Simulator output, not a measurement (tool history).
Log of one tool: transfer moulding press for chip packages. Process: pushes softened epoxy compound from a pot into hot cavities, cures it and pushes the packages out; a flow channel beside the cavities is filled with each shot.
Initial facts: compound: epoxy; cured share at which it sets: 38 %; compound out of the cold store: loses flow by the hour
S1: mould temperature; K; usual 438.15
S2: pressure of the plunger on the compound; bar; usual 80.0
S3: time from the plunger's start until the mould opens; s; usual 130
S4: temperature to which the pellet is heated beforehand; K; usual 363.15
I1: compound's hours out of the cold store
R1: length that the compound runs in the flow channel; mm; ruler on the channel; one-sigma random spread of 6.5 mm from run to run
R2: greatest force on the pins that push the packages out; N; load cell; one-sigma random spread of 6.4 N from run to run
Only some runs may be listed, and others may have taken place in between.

run     day      S1    S2   S3      S4    I1   R1   R2
  1   0.000  438.15  80.0  130  363.15   9.0  777  348
      1.062  -- cavities cleaned with cleaning compound and waxed
  2   2.758  438.15  80.0  130  363.15  37.6  660  330
  3   4.075  438.15  80.0  130  363.15  42.5  659  350
      4.408  -- cavities cleaned with cleaning compound and waxed
  4   6.183  438.15  80.0  130  363.15  10.6  761  322
      7.867  -- cavities cleaned with cleaning compound and waxed
  5   8.746  438.15  80.0  130  363.15  14.3  727  300
     11.238  -- cavities cleaned with cleaning compound and waxed
  6  11.600  431.15  80.0  130  363.15  13.0  765  420
  7  13.796  431.15  80.0  130  363.15  17.5  758  513
     14.662  -- cavities cleaned with cleaning compound and waxed
  8  15.183  438.15  70.3  130  363.15  46.2  590  268
  9  16.454  438.15  80.0  130  363.15  22.6  697  325
     17.992  -- cavities cleaned with cleaning compound and waxed
 10  18.967  438.15  80.0  130  363.15  13.9  718  298
     21.375  -- cavities cleaned with cleaning compound and waxed
 11  21.729  438.15  80.0  130  363.15  47.7  621  272
     22.221  -- plunger's sealing rings changed
 12  23.442  438.15  80.0  130  363.15  21.0  748  331
     24.638  -- mould's thermocouples calibrated
     24.888  -- cavities cleaned with cleaning compound and waxed
 13  26.275  438.15  80.0  130  363.15  21.0  729  331
 14  27.475  438.15  80.0  164  363.15  27.7  712  293
     28.188  -- cavities cleaned with cleaning compound and waxed
 15  30.225  438.15  80.0  164  363.15  31.5  691  291
     31.558  -- cavities cleaned with cleaning compound and waxed
 16  33.054  444.15  60.7  127  370.15  16.0  618  281
     34.896  -- cavities cleaned with cleaning compound and waxed
 17  35.854  444.15  60.7  127  370.15  10.8  635  258
 18  37.450  438.15  60.7  132  370.15  43.9  559  333
     38.417  -- cavities cleaned with cleaning compound and waxed
 19  39.967  431.15  63.5  132  370.15  39.1  613  446
 20  41.612  431.15  63.5  132  370.15  21.5  654  492
     41.817  -- cavities cleaned with cleaning compound and waxed
 21  42.888  438.15  80.0  116  363.15  37.6  650  333
     45.158  -- cavities cleaned with cleaning compound and waxed
 22  45.650  438.15  83.2  117  372.15  27.8  700  315
 23  47.271  438.15  82.6  130  363.15  34.1  667  329
     48.667  -- cavities cleaned with cleaning compound and waxed
 24  49.862  431.15  64.0  113  365.15  42.7  582  557
     51.721  -- plunger's sealing rings changed
     52.250  -- cavities cleaned with cleaning compound and waxed
 25  52.462  441.15  60.7  117  357.15  26.5  620  265
 26  53.842  438.15  93.2  130  363.15  31.1  765  319

Some steps in R1 between neighbouring runs. How much of each would the tool show without its hidden state too (settings, what came in, random variation), and how much is left for the hidden state, with any gauge scatter that isn't in both results?
The tool's hidden condition here consists of: true mould temperature over the reading, C; pressure that reaches the compound, % of what is set; grip of the stained cavities, % over clean ones'; drift of the gauge itself on flow_mm, %; drift of the gauge itself on push_out_n, %.
Run 7 -> 8: S1 431.15 -> 438.15, S2 80.0 -> 70.3, cavities cleaned with cleaning compound and waxed. R1 -168 mm: hidden state +8, all else -176.
Run 11 -> 12: plunger's sealing rings changed. R1 +127 mm: hidden state +43, all else +84.
Run 24 -> 25: S1 431.15 -> 441.15, S2 64.0 -> 60.7, S3 113 -> 117, S4 365.15 -> 357.15, plunger's sealing rings changed, cavities cleaned with cleaning compound and waxed. R1 +38 mm: hidden state +43, all else -5.
Run 25 -> 26: S1 441.15 -> 438.15, S2 60.7 -> 93.2, S3 117 -> 130, S4 357.15 -> 363.15. R1 +145 mm: hidden state -5, all else +150.
